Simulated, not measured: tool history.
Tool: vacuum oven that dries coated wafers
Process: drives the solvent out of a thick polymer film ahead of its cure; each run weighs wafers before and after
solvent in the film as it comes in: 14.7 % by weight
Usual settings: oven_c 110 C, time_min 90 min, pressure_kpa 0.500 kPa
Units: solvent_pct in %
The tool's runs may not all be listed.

Run 1, hour 0.0: usual settings. Result: solvent_pct 2.00 %.
Run 2, hour 21.1: usual settings but pressure_kpa 0.836 kPa. Result: solvent_pct 2.36 %.
Run 3, hour 44.0: usual settings. Result: solvent_pct 2.04 %.
Run 4, hour 72.8: usual settings. Result: solvent_pct 1.99 %.
Run 5, hour 91.2: usual settings. Result: solvent_pct 1.97 %.
Run 6, hour 108.9: usual settings. Result: solvent_pct 1.91 %.
Run 7, hour 125.9: usual settings but oven_c 97 C. Result: solvent_pct 3.91 %.
Run 8, hour 157.5: usual settings but pressure_kpa 0.587 kPa. Result: solvent_pct 2.08 %.
Run 9, hour 180.7: usual settings but time_min 107 min. Result: solvent_pct 1.60 %.
Run 10, hour 205.4: usual settings but time_min 107 min. Result: solvent_pct 1.60 %.
Run 11, hour 236.3: usual settings but time_min 107 min. Result: solvent_pct 1.47 %.
Run 12, hour 267.2: usual settings. Result: solvent_pct 2.01 %.
Run 13, hour 288.6: usual settings. Result: solvent_pct 2.05 %.
Run 14, hour 304.3: usual settings but oven_c 114 C. Result: solvent_pct 1.67 %.
Run 15, hour 336.2: usual settings but oven_c 120 C. Result: solvent_pct 1.08 %.
Run 16, hour 367.4: usual settings but oven_c 118 C. Result: solvent_pct 1.16 %.
Run 17, hour 400.9: usual settings but oven_c 124 C. Result: solvent_pct 0.79 %.
Run 18, hour 424.8: usual settings but oven_c 124 C. Result: solvent_pct 0.69 %.
Run 19, hour 445.3: usual settings but oven_c 124 C. Result: solvent_pct 0.66 %.
Run 20, hour 474.9: usual settings but oven_c 124 C. Result: solvent_pct 0.76 %.
Run 21, hour 500.3: usual settings. Result: solvent_pct 2.00 %.
Run 22, hour 529.6: usual settings but time_min 57 min. Result: solvent_pct 3.78 %.
Run 23, hour 563.3: usual settings but time_min 57 min, pressure_kpa 0.710 kPa. Result: solvent_pct 3.83 %.
Run 24, hour 584.9: usual settings but time_min 128 min. Result: solvent_pct 1.12 %.
Run 25, hour 608.1: usual settings but oven_c 114 C. Result: solvent_pct 1.51 %.
Run 26, hour 643.0: usual settings but time_min 49 min, pressure_kpa 1.637 kPa. Result: solvent_pct 5.11 %.
Run 27, hour 657.2: usual settings but time_min 49 min, pressure_kpa 1.637 kPa. Result: solvent_pct 5.04 %.
Run 28, hour 674.7: usual settings but time_min 49 min, pressure_kpa 1.637 kPa. Result: solvent_pct 5.07 %.
Run 29, hour 709.9: usual settings but oven_c 113 C, pressure_kpa 1.078 kPa. Result: solvent_pct 2.12 %.
Run 30, hour 736.3: usual settings but oven_c 119 C, time_min 115 min, pressure_kpa 1.078 kPa. Result: solvent_pct 1.08 %.
Run 31, hour 765.5: usual settings but time_min 113 min, pressure_kpa 0.949 kPa. Result: solvent_pct 1.75 %.
Run 32, hour 792.4: usual settings but oven_c 108 C, pressure_kpa 0.415 kPa. Result: solvent_pct 2.20 %.
Run 33, hour 823.5: usual settings but oven_c 99 C, pressure_kpa 0.947 kPa. Result: solvent_pct 4.12 %.
Run 34, hour 841.3: usual settings but oven_c 99 C, pressure_kpa 0.947 kPa. Result: solvent_pct 4.15 %.
Run 35, hour 859.1: usual settings but oven_c 102 C, time_min 116 min, pressure_kpa 0.517 kPa. Result: solvent_pct 2.34 %.
Run 36, hour 885.6: usual settings but oven_c 102 C, time_min 116 min, pressure_kpa 0.517 kPa. Result: solvent_pct 2.19 %.
At hour 907.5: oven's thermocouples calibrated.
Run 37, hour 912.9: usual settings but oven_c 122 C, time_min 129 min, pressure_kpa 0.994 kPa. Result: solvent_pct 0.72 %.
Run 38, hour 944.3: usual settings but oven_c 106 C, time_min 103 min. Result: solvent_pct 2.09 %.
Run 39, hour 966.5: usual settings but oven_c 108 C, time_min 103 min, pressure_kpa 0.590 kPa. Result: solvent_pct 2.03 %.
Run 40, hour 998.2: usual settings but oven_c 122 C, time_min 122 min, pressure_kpa 1.022 kPa. Result: solvent_pct 0.80 %.
Run 41, hour 1022.8: usual settings but oven_c 102 C, time_min 122 min, pressure_kpa 0.901 kPa. Result: solvent_pct 2.53 %.
Run 42, hour 1056.8: usual settings but oven_c 102 C, time_min 122 min, pressure_kpa 0.901 kPa. Result: solvent_pct 2.57 %.
Run 43, hour 1072.8: usual settings but oven_c 103 C, time_min 49 min, pressure_kpa 1.453 kPa. Result: solvent_pct 6.20 %.
Run 44, hour 1099.7: usual settings but oven_c 103 C, time_min 49 min, pressure_kpa 1.453 kPa. Result: solvent_pct 6.37 %.
Run 45, hour 1124.8: usual settings but oven_c 121 C, time_min 85 min, pressure_kpa 1.366 kPa. Result: solvent_pct 1.54 %.
Run 46, hour 1157.1: usual settings but oven_c 124 C, time_min 114 min, pressure_kpa 0.933 kPa. Result: solvent_pct 0.74 %.
Run 47, hour 1174.7: usual settings but oven_c 111 C, time_min 51 min. Result: solvent_pct 4.00 %.

Forecast each of these 3 alternatives for the next run:
Run A, hour 1194.5: usual settings but oven_c 108 C, time_min 59 min, pressure_kpa 1.300 kPa. Result: solvent_pct ?.
Run B, hour 1194.5: usual settings but oven_c 115 C, pressure_kpa 0.878 kPa. Result: solvent_pct ?.
Run C, hour 1194.5: usual settings but oven_c 115 C, time_min 161 min, pressure_kpa 1.844 kPa. Result: solvent_pct ?.

run  solvent_pct
  A         4.50
  B         1.75
  C         1.51
Without the tool's hidden state the same runs would have given:
run  solvent_pct
  A         4.48
  B         1.74
  C         1.49
